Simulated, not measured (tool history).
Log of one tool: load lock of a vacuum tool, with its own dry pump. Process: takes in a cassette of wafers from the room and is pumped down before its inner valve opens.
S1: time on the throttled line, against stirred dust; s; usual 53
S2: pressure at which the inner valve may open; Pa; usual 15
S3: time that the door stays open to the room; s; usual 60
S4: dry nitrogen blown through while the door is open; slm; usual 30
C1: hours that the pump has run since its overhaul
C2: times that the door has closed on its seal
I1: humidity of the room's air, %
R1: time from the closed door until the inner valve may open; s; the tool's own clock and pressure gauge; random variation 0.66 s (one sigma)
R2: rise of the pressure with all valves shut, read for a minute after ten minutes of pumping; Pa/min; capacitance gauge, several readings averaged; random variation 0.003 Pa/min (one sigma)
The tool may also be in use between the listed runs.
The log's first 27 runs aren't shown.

Run 28, hour 5492.8: usual settings but S2 11 Pa, S3 119 s, S4 6 slm; C1 6539; C2 9292; I1 46.4. Result: R1 101.7 s, R2 0.080 Pa/min.
Run 29, hour 5755.2: usual settings but S1 88 s, S2 11 Pa, S3 119 s, S4 7 slm; C1 6802; C2 10320; I1 46.4. Result: R1 128.3 s, R2 0.076 Pa/min.
Run 30, hour 5925.3: usual settings but S1 100 s, S3 96 s, S4 5 slm; C1 6972; C2 10987; I1 47.1. Result: R1 135.7 s, R2 0.069 Pa/min.
Run 31, hour 6063.8: usual settings but S3 175 s, S4 11 slm; C1 7110; C2 11529; I1 42.9. Result: R1 98.2 s, R2 0.083 Pa/min.
Run 32, hour 6241.3: usual settings but S2 11 Pa, S3 27 s; C1 7288; C2 12224; I1 44.9. Result: R1 100.9 s, R2 0.016 Pa/min.
Run 33, hour 6463.4: usual settings but S2 11 Pa, S3 27 s, S4 14 slm; C1 7510; C2 13095; I1 45.8. Result: R1 101.4 s, R2 0.021 Pa/min.
Run 34, hour 6604.3: usual settings but S2 11 Pa, S3 27 s, S4 14 slm; C1 7651; C2 13647; I1 47.2. Result: R1 101.3 s, R2 0.022 Pa/min.
Run 35, hour 6743.3: usual settings but S2 27 Pa, S3 57 s; C1 7790; C2 14192; I1 43.2. Result: R1 94.4 s, R2 0.026 Pa/min.
Run 36, hour 6856.0: usual settings but S2 27 Pa, S3 57 s; C1 7903; C2 14633; I1 45.3. Result: R1 96.1 s, R2 0.030 Pa/min.

3 ways to go on from here, each from the tool as it stands after run 36. What would each give?
Run A, hour 7087.9: usual settings but S2 18 Pa, S3 74 s; C1 8135; C2 15542; I1 44.4. Result: R1 ?, R2 ?.
Run B, hour 7087.9: usual settings but S2 29 Pa, S3 168 s; C1 8135; C2 15542; I1 41.5. Result: R1 ?, R2 ?.
Run C, hour 7087.9: usual settings but S1 38 s, S2 26 Pa, S3 57 s, S4 10 slm; C1 8135; C2 15542; I1 42.2. Result: R1 ?, R2 ?.

run    R1     R2
  A  97.6  0.036
  B  93.9  0.058
  C  84.0  0.034
Without the tool's hidden state the same runs would have given:
run    R1     R2
  A  97.6  0.035
  B  93.9  0.057
  C  83.9  0.033

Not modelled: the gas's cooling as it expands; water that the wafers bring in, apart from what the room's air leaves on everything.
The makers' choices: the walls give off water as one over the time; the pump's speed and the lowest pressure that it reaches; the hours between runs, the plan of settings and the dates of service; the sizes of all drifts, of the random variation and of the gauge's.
